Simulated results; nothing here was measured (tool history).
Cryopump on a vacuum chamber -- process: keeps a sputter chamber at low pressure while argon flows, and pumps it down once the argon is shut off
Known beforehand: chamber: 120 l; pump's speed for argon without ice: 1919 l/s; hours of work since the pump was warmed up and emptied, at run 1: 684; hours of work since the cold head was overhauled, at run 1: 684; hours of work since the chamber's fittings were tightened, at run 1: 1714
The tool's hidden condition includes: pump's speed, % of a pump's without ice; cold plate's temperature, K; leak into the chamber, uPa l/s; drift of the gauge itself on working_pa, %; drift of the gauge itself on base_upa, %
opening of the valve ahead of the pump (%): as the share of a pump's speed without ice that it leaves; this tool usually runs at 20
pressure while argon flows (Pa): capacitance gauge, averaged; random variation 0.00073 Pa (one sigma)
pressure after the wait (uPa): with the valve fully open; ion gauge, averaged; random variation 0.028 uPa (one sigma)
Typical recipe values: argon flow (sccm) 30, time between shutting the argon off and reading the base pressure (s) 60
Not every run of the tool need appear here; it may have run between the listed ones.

run,day,argon flow (sccm),time between shutting the argon off and reading the base pressure (s),opening of the valve ahead of the pump (%),hours of work since the pump was warmed up and emptied,hours of work since the cold head was overhauled,hours of work since the chamber's fittings were tightened,pressure while argon flows (Pa),pressure after the wait (uPa)
1,0.000,30,60,20,684,684,1714,0.1447,4.11
2,1.283,30,60,28,702,702,1733,0.1068,4.33
3,2.858,30,60,28,725,725,1756,0.1068,4.21
# day 3.225: leaking fittings of the chamber tightened, without venting
4,3.900,30,60,28,739,739,10,0.1078,1.46
5,4.617,30,60,20,750,750,20,0.1452,1.43
# day 4.929: pump warmed up, emptied and cooled again
6,5.671,30,60,20,11,762,33,0.1318,1.33
7,7.121,30,29,20,32,783,54,0.1345,2.53
8,8.417,39,60,20,51,802,73,0.1712,1.39
9,9.592,55,60,20,68,819,90,0.2446,1.47
10,10.538,55,60,20,82,833,104,0.2443,1.46
11,11.262,20,60,20,93,844,114,0.0890,1.44
12,12.817,13,60,20,115,867,137,0.0579,1.48
13,13.912,13,60,20,131,883,153,0.0590,1.39
14,14.904,13,60,20,146,897,168,0.0588,1.52
15,15.700,13,60,20,157,909,179,0.0578,1.49
16,16.896,13,60,20,175,926,197,0.0591,1.52
17,18.150,13,60,20,193,944,215,0.0588,1.65
18,18.892,13,60,20,204,955,226,0.0586,1.59
19,20.112,13,60,20,222,973,244,0.0585,1.62
20,20.879,30,253,60,233,984,255,0.0479,0.74
21,22.362,26,32,47,255,1006,277,0.0520,2.69
22,23.529,27,150,37,272,1023,294,0.0679,1.01
23,24.388,25,150,24,284,1036,306,0.0960,1.06
24,25.229,25,29,24,297,1048,318,0.0960,2.96
25,26.221,45,35,55,311,1062,333,0.0789,2.57
26,27.758,17,253,51,334,1085,355,0.0323,0.93
27,28.712,50,183,20,348,1099,369,0.2291,1.04
28,29.817,20,103,20,364,1115,385,0.0924,1.34
29,31.325,30,60,46,386,1137,408,0.0628,1.87
30,32.296,30,60,46,400,1151,422,0.0631,1.90
31,32.996,30,60,46,410,1161,432,0.0636,1.95
32,33.696,47,30,19,420,1172,442,0.2280,3.02
33,35.196,30,159,24,442,1194,464,0.1163,1.34
34,36.525,56,159,20,462,1213,484,0.2594,1.31

What if the next run were any one of these 4? Each begins from the tool's condition after run 34:
A,37.562,38,146,38,477,1228,499,?,?
B,37.562,41,159,20,477,1228,499,?,?
C,37.562,56,131,20,477,1228,499,?,?
D,37.562,30,43,20,477,1228,499,?,?

run,pressure while argon flows (Pa),pressure after the wait (uPa)
A,0.0985,1.39
B,0.1912,1.39
C,0.2608,1.41
D,0.1414,2.47
The same runs, with their run-to-run variation unchanged, on a tool lacking any hidden condition would have given:
run,pressure while argon flows (Pa),pressure after the wait (uPa)
A,0.0888,0.64
B,0.1807,0.63
C,0.2466,0.68
D,0.1338,1.73
